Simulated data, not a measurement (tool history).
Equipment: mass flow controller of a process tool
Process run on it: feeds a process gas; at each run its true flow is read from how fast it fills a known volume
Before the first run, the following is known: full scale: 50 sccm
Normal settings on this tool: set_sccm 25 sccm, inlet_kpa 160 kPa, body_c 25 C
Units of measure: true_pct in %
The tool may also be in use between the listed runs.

Run 1, day 0.000: usual settings. Result: true_pct 99.97 %.
Run 2, day 4.396: usual settings but inlet_kpa 142 kPa. Result: true_pct 99.85 %.
Run 3, day 9.112: usual settings but inlet_kpa 188 kPa. Result: true_pct 100.22 %.
Run 4, day 13.804: usual settings. Result: true_pct 99.97 %.
Run 5, day 16.000: usual settings. Result: true_pct 100.04 %.
Run 6, day 18.900: usual settings. Result: true_pct 100.10 %.
Run 7, day 23.288: usual settings. Result: true_pct 100.19 %.
Run 8, day 27.250: usual settings but set_sccm 9 sccm. Result: true_pct 102.47 %.
Run 9, day 30.100: usual settings but set_sccm 9 sccm. Result: true_pct 102.46 %.
Run 10, day 33.079: usual settings but set_sccm 9 sccm. Result: true_pct 102.45 %.
Run 11, day 36.871: usual settings. Result: true_pct 100.13 %.
Run 12, day 40.879: usual settings. Result: true_pct 100.15 %.
Run 13, day 45.562: usual settings but set_sccm 5 sccm, inlet_kpa 229 kPa. Result: true_pct 106.44 %.
Run 14, day 49.392: usual settings but set_sccm 5 sccm, inlet_kpa 229 kPa. Result: true_pct 106.77 %.
Run 15, day 52.958: usual settings but set_sccm 5 sccm, inlet_kpa 229 kPa. Result: true_pct 106.87 %.
Run 16, day 57.317: usual settings but set_sccm 10 sccm, inlet_kpa 142 kPa. Result: true_pct 102.49 %.
Run 17, day 62.271: usual settings but inlet_kpa 187 kPa, body_c 39 C. Result: true_pct 98.64 %.

Run 18 comes next. What will it give?
Run 18, day 65.471: usual settings but body_c 29 C. Result: true_pct ?.

{"run 18": {"true_pct": 99.88}}
With no hidden state in the tool, this same run would have given true_pct 98.76 %.
